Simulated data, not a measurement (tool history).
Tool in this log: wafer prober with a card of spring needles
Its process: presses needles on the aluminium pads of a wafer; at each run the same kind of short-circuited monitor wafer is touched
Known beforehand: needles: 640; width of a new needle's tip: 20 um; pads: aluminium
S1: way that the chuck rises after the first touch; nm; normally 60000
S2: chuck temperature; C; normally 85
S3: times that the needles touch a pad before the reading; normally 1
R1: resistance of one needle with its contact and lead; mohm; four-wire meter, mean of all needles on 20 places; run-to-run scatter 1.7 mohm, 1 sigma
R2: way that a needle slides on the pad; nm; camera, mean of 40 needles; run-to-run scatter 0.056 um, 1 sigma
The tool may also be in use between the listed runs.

{"run": 1, "day": 0.0, "S1": 60000, "S2": 85, "S3": 1, "R1": 172, "R2": 11590}
{"run": 2, "day": 0.483, "S1": 69000, "S2": 85, "S3": 1, "R1": 166, "R2": 13370}
{"run": 3, "day": 0.7, "S1": 69000, "S2": 85, "S3": 1, "R1": 167, "R2": 13440}
{"run": 4, "day": 1.054, "S1": 60000, "S2": 85, "S3": 1, "R1": 175, "R2": 11620}
{"run": 5, "day": 1.542, "S1": 60000, "S2": 85, "S3": 1, "R1": 172, "R2": 11720}
{"run": 6, "day": 2.042, "S1": 60000, "S2": 85, "S3": 1, "R1": 173, "R2": 11770}
{"run": 7, "day": 2.4, "S1": 60000, "S2": 85, "S3": 1, "R1": 173, "R2": 11730}
{"run": 8, "day": 2.733, "S1": 60000, "S2": 85, "S3": 1, "R1": 172, "R2": 11830}
{"run": 9, "day": 3.1, "S1": 60000, "S2": 85, "S3": 1, "R1": 174, "R2": 11670}
{"run": 10, "day": 3.458, "S1": 60000, "S2": 39, "S3": 1, "R1": 161, "R2": 11770}
{"run": 11, "day": 3.742, "S1": 60000, "S2": 48, "S3": 1, "R1": 166, "R2": 11770}
{"run": 12, "day": 4.083, "S1": 60000, "S2": 48, "S3": 1, "R1": 161, "R2": 11840}
{"run": 13, "day": 4.321, "S1": 60000, "S2": 48, "S3": 1, "R1": 166, "R2": 11860}
{"run": 14, "day": 4.629, "S1": 60000, "S2": 48, "S3": 1, "R1": 164, "R2": 11820}
{"run": 15, "day": 4.867, "S1": 60000, "S2": 48, "S3": 1, "R1": 166, "R2": 11690}
{"run": 16, "day": 5.225, "S1": 60000, "S2": 48, "S3": 1, "R1": 163, "R2": 11800}
{"run": 17, "day": 5.529, "S1": 60000, "S2": 37, "S3": 1, "R1": 163, "R2": 11860}
{"run": 18, "day": 5.988, "S1": 51000, "S2": 81, "S3": 1, "R1": 176, "R2": 10150}
{"run": 19, "day": 6.321, "S1": 51000, "S2": 81, "S3": 1, "R1": 175, "R2": 9970}
{"run": 20, "day": 6.554, "S1": 51000, "S2": 81, "S3": 1, "R1": 177, "R2": 10110}
{"run": 21, "day": 6.921, "S1": 52000, "S2": 42, "S3": 2, "R1": 169, "R2": 10320}
{"run": 22, "day": 7.154, "S1": 60000, "S2": 89, "S3": 1, "R1": 170, "R2": 11870}
{"run": 23, "day": 7.654, "S1": 49000, "S2": 85, "S3": 1, "R1": 177, "R2": 9790}
{"run": 24, "day": 8.075, "S1": 49000, "S2": 85, "S3": 1, "R1": 181, "R2": 9750}
{"run": 25, "day": 8.375, "S1": 55000, "S2": 116, "S3": 2, "R1": 179, "R2": 10900}
{"run": 26, "day": 8.833, "S1": 43000, "S2": 121, "S3": 2, "R1": 191, "R2": 8590}
{"run": 27, "day": 9.038, "S1": 78000, "S2": 122, "S3": 1, "R1": 173, "R2": 15550}
{"run": 28, "day": 9.383, "S1": 78000, "S2": 122, "S3": 1, "R1": 171, "R2": 15530}
{"run": 29, "day": 9.608, "S1": 59000, "S2": 85, "S3": 2, "R1": 173, "R2": 11800}
{"run": 30, "day": 10.088, "S1": 45000, "S2": 67, "S3": 2, "R1": 175, "R2": 8930}
{"run": 31, "day": 10.342, "S1": 56000, "S2": 49, "S3": 2, "R1": 167, "R2": 11120}
{"run": 32, "day": 10.575, "S1": 69000, "S2": 121, "S3": 1, "R1": 173, "R2": 13810}

Removed from this log: 33 entries logged between the listed runs. Between which two listed runs does each belong, and how does the tool's hidden state at the listed run before it compare with that at the listed run after it?
Between runs 1 and 2: tips cleaned on abrasive film (day 0.292)
  debris on the tips, nm: 0 -> 0.1; drift of the gauge itself on scrub_um, %: 0 -> 0.12
  measured less the result without the state, R2: +0 -> +10 nm
Between runs 2 and 3: tips cleaned on abrasive film (day 0.612)
  drift of the gauge itself on scrub_um, %: 0.12 -> 0.17
  measured less the result without the state, R2: +10 -> +20 nm
Between runs 3 and 4: tips cleaned on abrasive film (day 0.942)
  drift of the gauge itself on scrub_um, %: 0.17 -> 0.26
  measured less the result without the state, R2: +20 -> +20 nm
Between runs 4 and 5: tips cleaned on abrasive film (day 1.250)
  debris on the tips, nm: 0.1 -> 0.2; drift of the gauge itself on scrub_um, %: 0.26 -> 0.38
  measured less the result without the state, R2: +20 -> +40 nm
Between runs 5 and 6: tips cleaned on abrasive film (day 1.579); tips cleaned on abrasive film (day 1.908)
  debris on the tips, nm: 0.2 -> 0.1; drift of the gauge itself on scrub_um, %: 0.38 -> 0.51
  measured less the result without the state, R2: +40 -> +60 nm
Between runs 6 and 7: tips cleaned on abrasive film (day 2.238)
  drift of the gauge itself on scrub_um, %: 0.51 -> 0.6
  measured less the result without the state, R2: +60 -> +70 nm
Between runs 7 and 8: tips cleaned on abrasive film (day 2.542)
  drift of the gauge itself on scrub_um, %: 0.6 -> 0.68
  measured less the result without the state, R2: +70 -> +80 nm
Between runs 8 and 9: tips cleaned on abrasive film (day 2.858)
  debris on the tips, nm: 0.1 -> 0.2; drift of the gauge itself on scrub_um, %: 0.68 -> 0.77
  measured less the result without the state, R2: +80 -> +80 nm
Between runs 9 and 10: tips cleaned on abrasive film (day 3.179)
  drift of the gauge itself on scrub_um, %: 0.77 -> 0.86
  measured less the result without the state, R2: +80 -> +100 nm
Between runs 10 and 11: tips cleaned on abrasive film (day 3.500)
  drift of the gauge itself on scrub_um, %: 0.86 -> 0.93
  measured less the result without the state, R2: +100 -> +100 nm
Between runs 11 and 12: tips cleaned on abrasive film (day 3.825)
  drift of the gauge itself on scrub_um, %: 0.93 -> 1.02
  measured less the result without the state, R2: +100 -> +110 nm
Between runs 12 and 13: tips cleaned on abrasive film (day 4.142)
  debris on the tips, nm: 0.2 -> 0.1; tips' diameter, um: 20 -> 20.01; drift of the gauge itself on scrub_um, %: 1.02 -> 1.08
  measured less the result without the state, R2: +110 -> +120 nm
Between runs 13 and 14: tips cleaned on abrasive film (day 4.454)
  drift of the gauge itself on scrub_um, %: 1.08 -> 1.15
  measured less the result without the state, R2: +120 -> +130 nm
Between runs 14 and 15: tips cleaned on abrasive film (day 4.775)
  way that the needles fall short of the set height, um: 0.01 -> 0.02; drift of the gauge itself on scrub_um, %: 1.15 -> 1.21
  measured less the result without the state, R2: +130 -> +130 nm
Between runs 15 and 16: tips cleaned on abrasive film (day 5.079)
  drift of the gauge itself on scrub_um, %: 1.21 -> 1.3
  measured less the result without the state, R2: +130 -> +150 nm
Between runs 16 and 17: tips cleaned on abrasive film (day 5.392)
  drift of the gauge itself on scrub_um, %: 1.3 -> 1.38
  measured less the result without the state, R2: +150 -> +160 nm
Between runs 17 and 18: tips cleaned on abrasive film (day 5.700)
  debris on the tips, nm: 0.1 -> 0.2; drift of the gauge itself on scrub_um, %: 1.38 -> 1.49
  measured less the result without the state, R2: +160 -> +150 nm
Between runs 18 and 19: tips cleaned on abrasive film (day 6.033)
  drift of the gauge itself on scrub_um, %: 1.49 -> 1.57
  measured less the result without the state, R2: +150 -> +150 nm
Between runs 19 and 20: tips cleaned on abrasive film (day 6.350)
  drift of the gauge itself on scrub_um, %: 1.57 -> 1.63
  measured less the result without the state, R2: +150 -> +160 nm
Between runs 20 and 21: tips cleaned on abrasive film (day 6.675)
  drift of the gauge itself on scrub_um, %: 1.63 -> 1.72
  measured less the result without the state, R2: +160 -> +170 nm
Between runs 21 and 22: tips cleaned on abrasive film (day 6.996)
  debris on the tips, nm: 0.2 -> 0.1; drift of the gauge itself on scrub_um, %: 1.72 -> 1.78
  measured less the result without the state, R2: +170 -> +210 nm
Between runs 22 and 23: tips cleaned on abrasive film (day 7.317); tips cleaned on abrasive film (day 7.638)
  debris on the tips, nm: 0.1 -> 0; drift of the gauge itself on scrub_um, %: 1.78 -> 1.9
  measured less the result without the state, R2: +210 -> +180 nm
Between runs 23 and 24: tips cleaned on abrasive film (day 7.942)
  debris on the tips, nm: 0 -> 0.1; drift of the gauge itself on scrub_um, %: 1.9 -> 2.01
  measured less the result without the state, R2: +180 -> +190 nm
Between runs 24 and 25: tips cleaned on abrasive film (day 8.279)
  drift of the gauge itself on scrub_um, %: 2.01 -> 2.08
  measured less the result without the state, R2: +190 -> +220 nm
Between runs 25 and 26: tips cleaned on abrasive film (day 8.596)
  debris on the tips, nm: 0.1 -> 0.2; drift of the gauge itself on scrub_um, %: 2.08 -> 2.2
  measured less the result without the state, R2: +220 -> +180 nm
Between runs 26 and 27: tips cleaned on abrasive film (day 8.912)
  debris on the tips, nm: 0.2 -> 0.1; drift of the gauge itself on scrub_um, %: 2.2 -> 2.25
  measured less the result without the state, R2: +180 -> +340 nm
Between runs 27 and 28: tips cleaned on abrasive film (day 9.221)
  drift of the gauge itself on scrub_um, %: 2.25 -> 2.34
  measured less the result without the state, R2: +340 -> +350 nm
Between runs 28 and 29: tips cleaned on abrasive film (day 9.542)
  drift of the gauge itself on scrub_um, %: 2.34 -> 2.39
  measured less the result without the state, R2: +350 -> +270 nm
Between runs 29 and 30: tips cleaned on abrasive film (day 9.879)
  debris on the tips, nm: 0.1 -> 0.2; drift of the gauge itself on scrub_um, %: 2.39 -> 2.51
  measured less the result without the state, R2: +270 -> +210 nm
Between runs 30 and 31: tips cleaned on abrasive film (day 10.200)
  debris on the tips, nm: 0.2 -> 0.1; drift of the gauge itself on scrub_um, %: 2.51 -> 2.57
  measured less the result without the state, R2: +210 -> +270 nm
Between runs 31 and 32: tips cleaned on abrasive film (day 10.525)
  drift of the gauge itself on scrub_um, %: 2.57 -> 2.63
  measured less the result without the state, R2: +270 -> +350 nm
